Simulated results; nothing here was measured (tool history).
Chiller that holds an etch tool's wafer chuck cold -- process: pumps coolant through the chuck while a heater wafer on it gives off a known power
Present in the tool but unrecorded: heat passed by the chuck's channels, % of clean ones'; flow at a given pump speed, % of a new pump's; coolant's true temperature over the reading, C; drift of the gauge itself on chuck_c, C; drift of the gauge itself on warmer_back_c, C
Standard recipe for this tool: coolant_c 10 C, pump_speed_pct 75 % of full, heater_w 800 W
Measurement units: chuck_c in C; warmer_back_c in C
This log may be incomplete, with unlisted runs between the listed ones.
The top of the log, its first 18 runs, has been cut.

run	hour	coolant_c	pump_speed_pct	heater_w	hours since the coolant was changed and the channels were flushed	hours since the pump was overhauled	hours since the chiller's thermometer was calibrated	chuck_c	warmer_back_c
19	1275.6	9	75	1058	460	4049	1835	17.17	4.89
20	1347.7	10	83	1132	532	4121	1907	18.03	4.73
21	1424.0	14	79	676	608	4197	1983	18.97	3.08
22	1469.2	6	79	1141	653	4243	2028	14.41	5.04
23	1525.8	6	79	1141	710	4299	2085	14.43	5.04
24	1583.1	4	75	682	767	4357	2142	9.23	3.27
25	1671.2	14	75	1167	855	4445	2230	22.95	5.45
26	1757.0	14	75	1167	941	4531	2316	22.94	5.45
27	1816.7	12	92	821	1001	4590	2376	17.33	3.22
28	1907.7	12	62	764	1092	4681	2467	18.91	4.47
29	1966.0	1	89	929	1150	4739	2525	7.23	3.76
30	2054.9	7	79	713	1239	4828	2614	12.24	3.29
31	2134.7	7	66	713	1319	4908	2694	13.08	3.97
32	2193.8	18	73	607	1378	4967	2753	22.74	3.11

3 ways to go on from here, each from the tool as it stands after run 32. What would each give?
A	2235.4	18	68	607	1419	5009	2795	?	?
B	2235.4	10	77	838	1419	5009	2795	?	?
C	2235.4	16	73	607	1419	5009	2795	?	?

run	chuck_c	warmer_back_c
A	23.06	3.32
B	16.28	3.98
C	20.77	3.10
With no hidden state in the tool, these same runs would have given:
run	chuck_c	warmer_back_c
A	23.06	3.00
B	16.28	3.66
C	20.77	2.78
